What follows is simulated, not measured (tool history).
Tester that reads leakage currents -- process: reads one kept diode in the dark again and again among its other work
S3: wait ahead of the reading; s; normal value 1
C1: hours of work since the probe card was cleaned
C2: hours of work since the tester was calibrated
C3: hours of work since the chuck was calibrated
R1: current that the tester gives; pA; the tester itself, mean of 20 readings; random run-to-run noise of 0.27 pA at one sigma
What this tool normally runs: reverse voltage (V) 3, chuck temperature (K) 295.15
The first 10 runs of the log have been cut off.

{"run": 11, "hour": 806.3, "reverse voltage (V)": 3, "chuck temperature (K)": 295.15, "S3": 1, "C1": 324, "C2": 935, "C3": 156, "R1": 89.89}
{"run": 12, "hour": 885.6, "reverse voltage (V)": 3, "chuck temperature (K)": 295.15, "S3": 1, "C1": 366, "C2": 977, "C3": 199, "R1": 89.7}
{"run": 13, "hour": 984.9, "reverse voltage (V)": 8.67, "chuck temperature (K)": 295.15, "S3": 1, "C1": 419, "C2": 1030, "C3": 251, "R1": 126.9}
{"run": 14, "hour": 1060.3, "reverse voltage (V)": 3, "chuck temperature (K)": 295.15, "S3": 1, "C1": 459, "C2": 1070, "C3": 291, "R1": 90}
{"run": 15, "hour": 1142.8, "reverse voltage (V)": 3, "chuck temperature (K)": 295.15, "S3": 1, "C1": 502, "C2": 1114, "C3": 335, "R1": 89.46}
{"run": 16, "hour": 1203.7, "reverse voltage (V)": 3, "chuck temperature (K)": 295.15, "S3": 1, "C1": 535, "C2": 1146, "C3": 367, "R1": 90.25}
{"run": 17, "hour": 1306.2, "reverse voltage (V)": 17.11, "chuck temperature (K)": 295.15, "S3": 1, "C1": 589, "C2": 1200, "C3": 421, "R1": 157.88}
{"run": 18, "hour": 1374.3, "reverse voltage (V)": 17.11, "chuck temperature (K)": 295.15, "S3": 1, "C1": 625, "C2": 1236, "C3": 457, "R1": 158.5}
{"run": 19, "hour": 1437.9, "reverse voltage (V)": 17.11, "chuck temperature (K)": 295.15, "S3": 1, "C1": 659, "C2": 1270, "C3": 491, "R1": 157.92}
{"run": 20, "hour": 1509.2, "reverse voltage (V)": 17.11, "chuck temperature (K)": 295.15, "S3": 1, "C1": 696, "C2": 1308, "C3": 529, "R1": 158.26}
{"run": 21, "hour": 1595.3, "reverse voltage (V)": 4.44, "chuck temperature (K)": 306.15, "S3": 6.78, "C1": 742, "C2": 1353, "C3": 574, "R1": 223.9}
{"run": 22, "hour": 1662.4, "reverse voltage (V)": 4.44, "chuck temperature (K)": 306.15, "S3": 6.78, "C1": 777, "C2": 1389, "C3": 610, "R1": 223.9}
{"run": 23, "hour": 1745.8, "reverse voltage (V)": 4.44, "chuck temperature (K)": 306.15, "S3": 6.78, "C1": 822, "C2": 1433, "C3": 654, "R1": 223.52}
{"run": 24, "hour": 1791.4, "reverse voltage (V)": 4.44, "chuck temperature (K)": 325.15, "S3": 6.79, "C1": 846, "C2": 1457, "C3": 678, "R1": 770.09}
{"run": 25, "hour": 1842.5, "reverse voltage (V)": 3, "chuck temperature (K)": 293.15, "S3": 1, "C1": 873, "C2": 1484, "C3": 705, "R1": 77.26}
{"run": 26, "hour": 1895.3, "reverse voltage (V)": 3, "chuck temperature (K)": 300.15, "S3": 0.85, "C1": 901, "C2": 1512, "C3": 733, "R1": 128.73}
{"run": 27, "hour": 1967.5, "reverse voltage (V)": 3.78, "chuck temperature (K)": 317.15, "S3": 1, "C1": 939, "C2": 1550, "C3": 772, "R1": 443.67}
{"run": 28, "hour": 2051.5, "reverse voltage (V)": 3.78, "chuck temperature (K)": 317.15, "S3": 1, "C1": 984, "C2": 1595, "C3": 816, "R1": 442.15}
{"run": 29, "hour": 2159.4, "reverse voltage (V)": 3, "chuck temperature (K)": 321.15, "S3": 0.38, "C1": 1041, "C2": 1652, "C3": 873, "R1": 532.07}
{"run": 30, "hour": 2242.2, "reverse voltage (V)": 3, "chuck temperature (K)": 298.15, "S3": 7.3, "C1": 1085, "C2": 1696, "C3": 917, "R1": 111.27}
{"run": 31, "hour": 2289.0, "reverse voltage (V)": 3, "chuck temperature (K)": 298.15, "S3": 7.3, "C1": 1109, "C2": 1721, "C3": 942, "R1": 110.4}

4 options for the next run, each taken on its own from the tool as it stands now. Forecast them:
{"run": "A", "hour": 2393.0, "reverse voltage (V)": 3, "chuck temperature (K)": 295.15, "S3": 0.88, "C1": 1164, "C2": 1776, "C3": 997, "R1": "?"}
{"run": "B", "hour": 2393.0, "reverse voltage (V)": 1.45, "chuck temperature (K)": 295.15, "S3": 1, "C1": 1164, "C2": 1776, "C3": 997, "R1": "?"}
{"run": "C", "hour": 2393.0, "reverse voltage (V)": 3, "chuck temperature (K)": 328.15, "S3": 7.3, "C1": 1164, "C2": 1776, "C3": 997, "R1": "?"}
{"run": "D", "hour": 2393.0, "reverse voltage (V)": 10.41, "chuck temperature (K)": 295.15, "S3": 1, "C1": 1164, "C2": 1776, "C3": 997, "R1": "?"}

run=A R1=89.91
run=B R1=70.9
run=C R1=813.15
run=D R1=134.37
With no hidden state in the tool, these same runs would have given:
run=A R1=90.08
run=B R1=71.04
run=C R1=814.59
run=D R1=134.55
